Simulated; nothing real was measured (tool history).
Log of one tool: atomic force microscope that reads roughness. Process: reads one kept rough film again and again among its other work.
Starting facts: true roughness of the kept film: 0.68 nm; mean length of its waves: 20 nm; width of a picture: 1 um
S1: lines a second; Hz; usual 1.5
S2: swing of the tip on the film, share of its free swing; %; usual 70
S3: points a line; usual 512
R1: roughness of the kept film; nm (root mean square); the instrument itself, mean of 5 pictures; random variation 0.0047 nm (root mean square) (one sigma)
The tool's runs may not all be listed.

| run | hour | S1 | S2 | S3 | R1 |
|---|---|---|---|---|---|
| 1 | 0 | 1.5 | 70 | 512 | 0.618 |
| 2 | 13.1 | 1.5 | 70 | 288 | 0.596 |
| 3 | 35.7 | 1.5 | 70 | 440 | 0.611 |
| 4 | 51 | 1.5 | 84 | 440 | 0.582 |
| 5 | 74.6 | 1.5 | 84 | 440 | 0.576 |
| 6 | 94.6 | 1.5 | 84 | 440 | 0.579 |
| 7 | 111.4 | 1.5 | 70 | 512 | 0.607 |
| 8 | 133.7 | 1.5 | 70 | 512 | 0.6 |
|  | 147.7 | new tip fitted |
| 9 | 155.7 | 1.5 | 66 | 512 | 0.622 |
| 10 | 173.6 | 1.5 | 70 | 512 | 0.62 |
| 11 | 193.8 | 1.5 | 70 | 512 | 0.61 |
| 12 | 216.2 | 1.5 | 70 | 536 | 0.61 |
| 13 | 228.5 | 1.5 | 70 | 512 | 0.61 |
| 14 | 239.9 | 1.5 | 70 | 269 | 0.597 |
| 15 | 258 | 1.5 | 70 | 512 | 0.608 |
| 16 | 271.5 | 1.5 | 76 | 512 | 0.594 |
| 17 | 284.9 | 1.5 | 76 | 512 | 0.583 |
| 18 | 308.2 | 1.5 | 70 | 767 | 0.6 |
| 19 | 332.5 | 1.5 | 70 | 767 | 0.594 |
|  | 347.1 | new tip fitted |
| 20 | 347.1 | 1.5 | 70 | 767 | 0.624 |
| 21 | 364.3 | 1.5 | 70 | 512 | 0.619 |
| 22 | 384.8 | 0.73 | 70 | 512 | 0.628 |
| 23 | 408.5 | 1.5 | 70 | 512 | 0.614 |
| 24 | 433.9 | 1.5 | 70 | 512 | 0.609 |
| 25 | 454.9 | 1.5 | 70 | 512 | 0.603 |
| 26 | 473.3 | 0.59 | 70 | 274 | 0.606 |
| 27 | 492.8 | 1.5 | 82 | 512 | 0.581 |
| 28 | 513.9 | 1.5 | 66 | 440 | 0.592 |
| 29 | 526.6 | 3.45 | 68 | 766 | 0.58 |
|  | 547.8 | new tip fitted |
| 30 | 548.3 | 3.45 | 68 | 766 | 0.605 |
| 31 | 561.4 | 3.45 | 68 | 766 | 0.592 |
| 32 | 573.4 | 1.5 | 71 | 669 | 0.612 |
| 33 | 584.9 | 2.4 | 78 | 669 | 0.584 |
| 34 | 596.8 | 2.4 | 76 | 495 | 0.581 |
| 35 | 619.7 | 0.57 | 66 | 783 | 0.631 |
| 36 | 641.6 | 0.57 | 70 | 701 | 0.618 |
| 37 | 659.1 | 0.57 | 70 | 701 | 0.618 |
| 38 | 681 | 2.89 | 78 | 900 | 0.564 |
| 39 | 701.5 | 2.34 | 82 | 657 | 0.56 |
| 40 | 712.6 | 2.34 | 82 | 657 | 0.56 |
| 41 | 727.9 | 1.5 | 59 | 561 | 0.602 |
|  | 747.6 | new tip fitted |
| 42 | 747.8 | 1.5 | 59 | 561 | 0.627 |
| 43 | 758.6 | 1.5 | 59 | 561 | 0.629 |
| 44 | 770.8 | 0.51 | 59 | 561 | 0.632 |
| 45 | 791.4 | 1.5 | 56 | 901 | 0.634 |
| 46 | 808.9 | 1.5 | 56 | 901 | 0.629 |
| 47 | 833.6 | 1.35 | 69 | 901 | 0.632 |
| 48 | 851.7 | 1.35 | 69 | 901 | 0.609 |
| 49 | 863.1 | 1.35 | 69 | 901 | 0.605 |

Same runs, no hidden state in the tool, same run-to-run variation:
The hidden state here: radius of the tip, nm; height scale over the true one, %; drift of the gauge itself on roughness_nm, %.
| run | R1 |
|---|---|
| 1 | 0.626 |
| 2 | 0.606 |
| 3 | 0.626 |
| 4 | 0.598 |
| 5 | 0.595 |
| 6 | 0.601 |
| 7 | 0.632 |
| 8 | 0.629 |
| 9 | 0.63 |
| 10 | 0.631 |
| 11 | 0.623 |
| 12 | 0.626 |
| 13 | 0.629 |
| 14 | 0.616 |
| 15 | 0.63 |
| 16 | 0.617 |
| 17 | 0.609 |
| 18 | 0.629 |
| 19 | 0.627 |
| 20 | 0.63 |
| 21 | 0.627 |
| 22 | 0.64 |
| 23 | 0.629 |
| 24 | 0.627 |
| 25 | 0.625 |
| 26 | 0.631 |
| 27 | 0.607 |
| 28 | 0.622 |
| 29 | 0.611 |
| 30 | 0.611 |
| 31 | 0.6 |
| 32 | 0.622 |
| 33 | 0.595 |
| 34 | 0.594 |
| 35 | 0.649 |
| 36 | 0.638 |
| 37 | 0.641 |
| 38 | 0.587 |
| 39 | 0.586 |
| 40 | 0.588 |
| 41 | 0.634 |
| 42 | 0.634 |
| 43 | 0.637 |
| 44 | 0.642 |
| 45 | 0.648 |
| 46 | 0.645 |
| 47 | 0.651 |
| 48 | 0.631 |
| 49 | 0.628 |
